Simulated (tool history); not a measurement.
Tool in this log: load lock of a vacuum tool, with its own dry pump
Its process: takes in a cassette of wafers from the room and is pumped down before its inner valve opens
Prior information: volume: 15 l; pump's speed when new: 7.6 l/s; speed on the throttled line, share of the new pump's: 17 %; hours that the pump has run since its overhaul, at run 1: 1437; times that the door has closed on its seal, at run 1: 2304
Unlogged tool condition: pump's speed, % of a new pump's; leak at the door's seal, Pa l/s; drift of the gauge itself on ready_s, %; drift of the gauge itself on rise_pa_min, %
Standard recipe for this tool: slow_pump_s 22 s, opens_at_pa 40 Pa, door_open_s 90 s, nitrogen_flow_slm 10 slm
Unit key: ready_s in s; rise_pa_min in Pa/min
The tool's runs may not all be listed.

run,hour,slow_pump_s,opens_at_pa,door_open_s,nitrogen_flow_slm,hours that the pump has run since its overhaul,times that the door has closed on its seal,"incoming humidity of the room's air, %",ready_s,rise_pa_min
1,0,22,40,90,10,1437,2304,43.3,34,0.088
2,47.2,22,40,90,10,1485,2380,47.1,34.2,0.085
3,112.1,22,30,90,10,1550,2484,44.3,34.8,0.084
4,166.3,22,40,90,10,1604,2571,46.2,33.9,0.087
5,270.3,22,40,90,10,1708,2738,41.8,34.3,0.084
6,341.7,22,40,90,10,1779,2852,40.4,34.2,0.082
7,386.1,22,40,80,10,1824,2923,46.4,34.3,0.083
8,446.5,22,40,80,10,1884,3020,46,34.2,0.085
9,494,22,40,90,10,1931,3096,44.8,34.3,0.085
10,574.8,22,40,90,10,2012,3226,44.7,34.4,0.086
11,680.3,22,40,90,10,2118,3395,51,34.5,0.099
12,777.8,22,40,90,10,2215,3551,46.8,34.3,0.1
13,845.7,22,71,90,10,2283,3660,46.9,33.1,0.089
14,928.5,22,71,90,10,2366,3793,45.4,33.1,0.091
15,1035,22,76,90,10,2472,3964,47,33,0.088
16,1092.7,22,76,90,10,2530,4056,44.1,33.3,0.088
17,1178,27,40,90,10,2615,4193,44.4,38.8,0.085
18,1257.7,22,40,26,10,2695,4321,49.1,34.5,0.056
19,1345.2,22,40,90,10,2783,4461,46.6,34.4,0.084
20,1403.7,12,56,90,24,2841,4555,47,25.2,0.076
21,1449.1,17,56,90,5,2887,4628,46.7,29.6,0.104
22,1549.6,17,56,90,5,2987,4789,43.9,29.4,0.102
23,1612,22,40,90,35,3049,4889,45.8,34.6,0.063
24,1685.1,34,30,109,5,3123,5006,47.4,45,0.11
25,1734.8,22,30,90,35,3172,5086,46.3,35.1,0.062
26,1844,22,30,90,35,3281,5261,44.9,35.2,0.065
27,1923.4,37,32,65,38,3361,5388,44.8,47.6,0.048
28,1978.6,37,63,65,9,3416,5477,42,46.1,0.069
29,2042.1,14,49,27,13,3480,5578,41.6,27.5,0.042
30,2121.2,35,74,90,15,3559,5705,46.4,44,0.08
31,2182.6,35,74,90,15,3620,5804,44.9,43.9,0.082

Run 32 is up next; what results do you expect?
32,2254.1,14,74,30,6,3692,5918,43.5,?,?

Run 32 measured ready_s 26.7 s, rise_pa_min 0.053 Pa/min.
The same run, on a tool lacking any hidden state, would have yielded ready_s 25.9 s, rise_pa_min 0.046 Pa/min.
